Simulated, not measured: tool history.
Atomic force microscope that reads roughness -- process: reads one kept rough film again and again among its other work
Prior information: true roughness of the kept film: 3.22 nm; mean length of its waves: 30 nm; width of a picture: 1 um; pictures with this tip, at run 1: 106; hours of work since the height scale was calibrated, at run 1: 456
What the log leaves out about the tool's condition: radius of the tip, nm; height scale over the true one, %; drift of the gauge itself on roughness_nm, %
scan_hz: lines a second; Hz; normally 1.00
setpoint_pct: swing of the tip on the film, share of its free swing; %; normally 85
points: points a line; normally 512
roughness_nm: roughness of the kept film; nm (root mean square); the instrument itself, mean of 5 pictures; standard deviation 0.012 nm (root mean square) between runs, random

run,hour,scan_hz,setpoint_pct,points,pictures with this tip,hours of work since the height scale was calibrated,roughness_nm
1,0.0,1.00,85,512,106,456,2.597
# hour 49.8: new tip fitted
2,51.4,1.00,85,512,4,497,2.694
3,81.3,1.00,72,512,77,520,2.738
4,140.3,1.00,72,512,220,567,2.563
# hour 147.1: new tip fitted
5,190.1,1.00,72,512,104,606,2.702
# hour 243.2: new tip fitted
6,243.7,1.00,72,512,1,648,2.813
7,287.2,0.90,81,709,107,683,2.670
# hour 341.6: new tip fitted
8,361.0,1.46,64,528,47,741,2.788
9,420.8,1.46,65,419,192,788,2.615
# hour 438.3: new tip fitted
10,455.0,1.46,65,667,40,815,2.771

3 options for the next run, each taken on its own from the tool as it stands now. Forecast them:
A,518.6,1.46,70,667,195,866,?
B,518.6,1.46,63,667,195,866,?
C,518.6,3.17,63,512,195,866,?

run,roughness_nm
A,2.550
B,2.587
C,2.486
What these runs would have given with no unlogged condition in the tool:
run,roughness_nm
A,2.830
B,2.871
C,2.758
